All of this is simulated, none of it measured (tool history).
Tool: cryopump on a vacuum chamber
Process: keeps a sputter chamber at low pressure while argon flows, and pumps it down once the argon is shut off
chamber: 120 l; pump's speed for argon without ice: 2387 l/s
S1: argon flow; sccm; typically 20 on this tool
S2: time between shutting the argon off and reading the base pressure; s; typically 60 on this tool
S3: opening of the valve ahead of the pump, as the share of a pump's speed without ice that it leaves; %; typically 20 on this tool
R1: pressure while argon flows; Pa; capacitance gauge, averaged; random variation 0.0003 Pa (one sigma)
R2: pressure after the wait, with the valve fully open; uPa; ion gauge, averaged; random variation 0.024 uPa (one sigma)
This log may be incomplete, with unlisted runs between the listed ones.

run 1 day=0 | S1=20 S2=60 S3=20 | R1=0.0715 R2=1.31
run 2 day=2 | S1=20 S2=60 S3=20 | R1=0.0715 R2=1.3
run 3 day=3.308 | S1=22 S2=60 S3=20 | R1=0.0784 R2=1.3
-- day=4.05 leaking fittings of the chamber tightened, without venting
run 4 day=6.042 | S1=20 S2=60 S3=20 | R1=0.0717 R2=0.89
run 5 day=9.071 | S1=20 S2=60 S3=20 | R1=0.0716 R2=0.95
run 6 day=11.112 | S1=20 S2=60 S3=20 | R1=0.072 R2=0.96
run 7 day=13.896 | S1=20 S2=60 S3=20 | R1=0.0719 R2=0.97
run 8 day=16.379 | S1=20 S2=60 S3=20 | R1=0.0717 R2=0.96
run 9 day=19.262 | S1=20 S2=60 S3=20 | R1=0.0722 R2=1
run 10 day=21.925 | S1=20 S2=60 S3=20 | R1=0.0727 R2=1.03
run 11 day=24.658 | S1=20 S2=235 S3=20 | R1=0.0728 R2=0.41
run 12 day=27.762 | S1=20 S2=235 S3=20 | R1=0.0726 R2=0.46
run 13 day=29.771 | S1=20 S2=60 S3=20 | R1=0.0725 R2=1.11
run 14 day=31.312 | S1=20 S2=60 S3=20 | R1=0.0725 R2=1.07
run 15 day=33.254 | S1=20 S2=60 S3=20 | R1=0.0729 R2=1.04
run 16 day=36 | S1=20 S2=60 S3=20 | R1=0.0725 R2=1.1
run 17 day=38.433 | S1=20 S2=60 S3=20 | R1=0.0731 R2=1.12
run 18 day=40.867 | S1=13 S2=204 S3=23 | R1=0.0416 R2=0.56
run 19 day=42.592 | S1=20 S2=57 S3=54 | R1=0.0288 R2=1.2
run 20 day=43.896 | S1=10 S2=199 S3=15 | R1=0.0487 R2=0.59
run 21 day=46.967 | S1=18 S2=30 S3=56 | R1=0.0252 R2=1.93
run 22 day=49.246 | S1=10 S2=74 S3=15 | R1=0.0486 R2=1.04
run 23 day=51.212 | S1=21 S2=84 S3=30 | R1=0.0528 R2=0.96
run 24 day=52.708 | S1=21 S2=84 S3=30 | R1=0.0528 R2=0.96
run 25 day=54.129 | S1=20 S2=60 S3=16 | R1=0.0916 R2=1.22

What does the tool deliver on the next run?
run 26 day=56.912 | S1=20 S2=60 S3=16 | R1=? R2=?

Run 26 yielded R1 0.0917 Pa, R2 1.31 uPa.
The same run, on a tool lacking any hidden state, would have yielded R1 0.0885 Pa, R2 0.97 uPa.
